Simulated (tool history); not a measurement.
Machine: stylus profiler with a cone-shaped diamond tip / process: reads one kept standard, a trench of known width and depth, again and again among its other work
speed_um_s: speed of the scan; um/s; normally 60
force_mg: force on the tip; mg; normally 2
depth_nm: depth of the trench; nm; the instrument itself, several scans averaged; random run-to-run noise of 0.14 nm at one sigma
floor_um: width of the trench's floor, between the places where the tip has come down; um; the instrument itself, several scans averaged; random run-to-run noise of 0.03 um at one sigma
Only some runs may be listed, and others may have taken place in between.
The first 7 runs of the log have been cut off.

{"run": 8, "hour": 96.5, "speed_um_s": 174, "force_mg": 2, "depth_nm": 505.47, "floor_um": 26.39}
{"run": 9, "hour": 115.3, "speed_um_s": 174, "force_mg": 2, "depth_nm": 505.42, "floor_um": 26.29}
{"run": 10, "hour": 126.8, "speed_um_s": 60, "force_mg": 2, "depth_nm": 505.38, "floor_um": 26.53}
{"run": 11, "hour": 138.9, "speed_um_s": 23, "force_mg": 2, "depth_nm": 505.24, "floor_um": 26.64}
{"run": 12, "hour": 153.7, "speed_um_s": 60, "force_mg": 2, "depth_nm": 505.49, "floor_um": 26.56}
{"run": 13, "hour": 163.3, "speed_um_s": 60, "force_mg": 2, "depth_nm": 504.82, "floor_um": 26.57}
{"run": 14, "hour": 176.9, "speed_um_s": 60, "force_mg": 2, "depth_nm": 505.23, "floor_um": 26.53}
{"run": 15, "hour": 188.8, "speed_um_s": 60, "force_mg": 2, "depth_nm": 505.37, "floor_um": 26.54}
{"run": 16, "hour": 209.4, "speed_um_s": 60, "force_mg": 2, "depth_nm": 505.25, "floor_um": 26.5}
{"run": 17, "hour": 223.8, "speed_um_s": 60, "force_mg": 2, "depth_nm": 505.32, "floor_um": 26.56}
{"run": 18, "hour": 238.8, "speed_um_s": 60, "force_mg": 2.06, "depth_nm": 505.29, "floor_um": 26.55}
{"run": 19, "hour": 260.4, "speed_um_s": 60, "force_mg": 2.06, "depth_nm": 505.37, "floor_um": 26.52}
{"run": 20, "hour": 281.0, "speed_um_s": 60, "force_mg": 2.06, "depth_nm": 505.38, "floor_um": 26.51}
{"run": 21, "hour": 300.3, "speed_um_s": 60, "force_mg": 2, "depth_nm": 505.14, "floor_um": 26.48}
{"run": 22, "hour": 313.9, "speed_um_s": 60, "force_mg": 4.13, "depth_nm": 509.08, "floor_um": 26.52}
{"run": 23, "hour": 324.6, "speed_um_s": 60, "force_mg": 4.13, "depth_nm": 508.98, "floor_um": 26.48}
{"run": 24, "hour": 338.9, "speed_um_s": 23, "force_mg": 1.34, "depth_nm": 503.96, "floor_um": 26.56}
{"run": 25, "hour": 358.6, "speed_um_s": 132, "force_mg": 0.67, "depth_nm": 502.04, "floor_um": 26.1}
{"run": 26, "hour": 381.3, "speed_um_s": 207, "force_mg": 1.26, "depth_nm": 503.45, "floor_um": 26.04}

Predict the results of run 27:
{"run": 27, "hour": 397.2, "speed_um_s": 191, "force_mg": 1.18, "depth_nm": "?", "floor_um": "?"}

Run 27 came out at depth_nm 503.75 nm, floor_um 26.05 um.
With no hidden state in the tool, this same run would have given depth_nm 504.26 nm, floor_um 26.46 um.

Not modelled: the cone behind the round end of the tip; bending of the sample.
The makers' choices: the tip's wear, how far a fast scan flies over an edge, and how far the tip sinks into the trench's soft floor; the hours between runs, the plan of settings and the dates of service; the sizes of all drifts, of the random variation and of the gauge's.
